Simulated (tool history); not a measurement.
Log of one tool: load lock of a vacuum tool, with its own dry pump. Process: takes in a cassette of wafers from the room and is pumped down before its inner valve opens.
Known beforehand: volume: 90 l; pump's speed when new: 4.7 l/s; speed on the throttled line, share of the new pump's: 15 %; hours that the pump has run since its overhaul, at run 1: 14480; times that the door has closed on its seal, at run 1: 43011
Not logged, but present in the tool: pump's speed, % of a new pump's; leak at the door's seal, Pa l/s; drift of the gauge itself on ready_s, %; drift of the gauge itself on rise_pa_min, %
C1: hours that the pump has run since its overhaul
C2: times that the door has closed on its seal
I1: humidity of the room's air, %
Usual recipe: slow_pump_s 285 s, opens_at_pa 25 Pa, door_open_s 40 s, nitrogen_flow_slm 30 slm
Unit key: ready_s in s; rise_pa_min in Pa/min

Run 1, hour 0.0: usual settings; C1 14480; C2 43011; I1 45.1. Result: ready_s 426.2 s, rise_pa_min 0.428 Pa/min.
Run 2, hour 195.7: usual settings but slow_pump_s 303 s; C1 14676; C2 43394; I1 46.4. Result: ready_s 440.5 s, rise_pa_min 0.440 Pa/min.
Run 3, hour 422.9: usual settings; C1 14903; C2 43840; I1 45.3. Result: ready_s 425.6 s, rise_pa_min 0.452 Pa/min.
Run 4, hour 648.7: usual settings; C1 15129; C2 44283; I1 46.3. Result: ready_s 425.0 s, rise_pa_min 0.448 Pa/min.
Run 5, hour 806.1: usual settings; C1 15286; C2 44592; I1 47.9. Result: ready_s 427.1 s, rise_pa_min 0.458 Pa/min.
At hour 917.7: door's seal changed, seat wiped.
Run 6, hour 1049.8: usual settings but door_open_s 140 s; C1 15528; C2 259; I1 46.2. Result: ready_s 428.7 s, rise_pa_min 0.045 Pa/min.
Run 7, hour 1341.3: usual settings; C1 15820; C2 830; I1 48.5. Result: ready_s 426.6 s, rise_pa_min 0.027 Pa/min.
Run 8, hour 1584.5: usual settings but opens_at_pa 21 Pa; C1 16063; C2 1307; I1 46.3. Result: ready_s 432.0 s, rise_pa_min 0.031 Pa/min.
Run 9, hour 1784.3: usual settings; C1 16263; C2 1699; I1 43.5. Result: ready_s 424.8 s, rise_pa_min 0.030 Pa/min.
Run 10, hour 2127.9: usual settings; C1 16606; C2 2373; I1 44.2. Result: ready_s 429.4 s, rise_pa_min 0.031 Pa/min.
Run 11, hour 2360.4: usual settings but opens_at_pa 21 Pa, nitrogen_flow_slm 7 slm; C1 16839; C2 2829; I1 42.7. Result: ready_s 437.6 s, rise_pa_min 0.044 Pa/min.
Run 12, hour 2658.4: usual settings but opens_at_pa 49 Pa, door_open_s 168 s, nitrogen_flow_slm 11 slm; C1 17137; C2 3414; I1 46.8. Result: ready_s 411.2 s, rise_pa_min 0.088 Pa/min.
Run 13, hour 2991.8: usual settings but slow_pump_s 230 s, nitrogen_flow_slm 15 slm; C1 17470; C2 4067; I1 48.4. Result: ready_s 385.6 s, rise_pa_min 0.048 Pa/min.
Run 14, hour 3258.9: usual settings but slow_pump_s 238 s, opens_at_pa 18 Pa, door_open_s 82 s, nitrogen_flow_slm 10 slm; C1 17737; C2 4591; I1 44.6. Result: ready_s 401.2 s, rise_pa_min 0.071 Pa/min.
Run 15, hour 3561.9: usual settings but slow_pump_s 153 s, opens_at_pa 26 Pa, door_open_s 143 s, nitrogen_flow_slm 10 slm; C1 18041; C2 5186; I1 45.1. Result: ready_s 322.6 s, rise_pa_min 0.089 Pa/min.
Run 16, hour 3790.6: usual settings but slow_pump_s 319 s; C1 18269; C2 5634; I1 46.6. Result: ready_s 458.3 s, rise_pa_min 0.047 Pa/min.
Run 17, hour 3984.8: usual settings but slow_pump_s 319 s; C1 18463; C2 6015; I1 49.0. Result: ready_s 461.7 s, rise_pa_min 0.049 Pa/min.
Run 18, hour 4355.2: usual settings but slow_pump_s 214 s, door_open_s 171 s; C1 18834; C2 6742; I1 45.3. Result: ready_s 373.5 s, rise_pa_min 0.076 Pa/min.
Run 19, hour 4633.2: usual settings but opens_at_pa 43 Pa, door_open_s 184 s, nitrogen_flow_slm 10 slm; C1 19112; C2 7287; I1 44.1. Result: ready_s 420.2 s, rise_pa_min 0.109 Pa/min.
Run 20, hour 4810.3: usual settings but door_open_s 156 s; C1 19289; C2 7634; I1 40.1. Result: ready_s 433.9 s, rise_pa_min 0.070 Pa/min.

Below are 5 alternative next runs, each starting from the tool's condition after run 20. Predict each:
Run A, hour 5051.1: usual settings but door_open_s 92 s, nitrogen_flow_slm 33 slm; C1 19530; C2 8106; I1 41.5. Result: ready_s ?, rise_pa_min ?.
Run B, hour 5051.1: usual settings but opens_at_pa 31 Pa, door_open_s 177 s; C1 19530; C2 8106; I1 43.4. Result: ready_s ?, rise_pa_min ?.
Run C, hour 5051.1: usual settings but opens_at_pa 35 Pa, door_open_s 76 s, nitrogen_flow_slm 5 slm; C1 19530; C2 8106; I1 43.3. Result: ready_s ?, rise_pa_min ?.
Run D, hour 5051.1: usual settings but slow_pump_s 283 s, door_open_s 73 s; C1 19530; C2 8106; I1 43.7. Result: ready_s ?, rise_pa_min ?.
Run E, hour 5051.1: usual settings but opens_at_pa 22 Pa, door_open_s 31 s; C1 19530; C2 8106; I1 40.3. Result: ready_s ?, rise_pa_min ?.

run  ready_s  rise_pa_min
  A    433.6        0.064
  B    431.6        0.078
  C    425.7        0.092
  D    433.0        0.066
  E    438.6        0.051
Take away the tool's hidden state, keep each run's random variation, and the runs would have read:
run  ready_s  rise_pa_min
  A    403.5        0.029
  B    402.4        0.044
  C    397.0        0.057
  D    402.5        0.032
  E    407.4        0.017
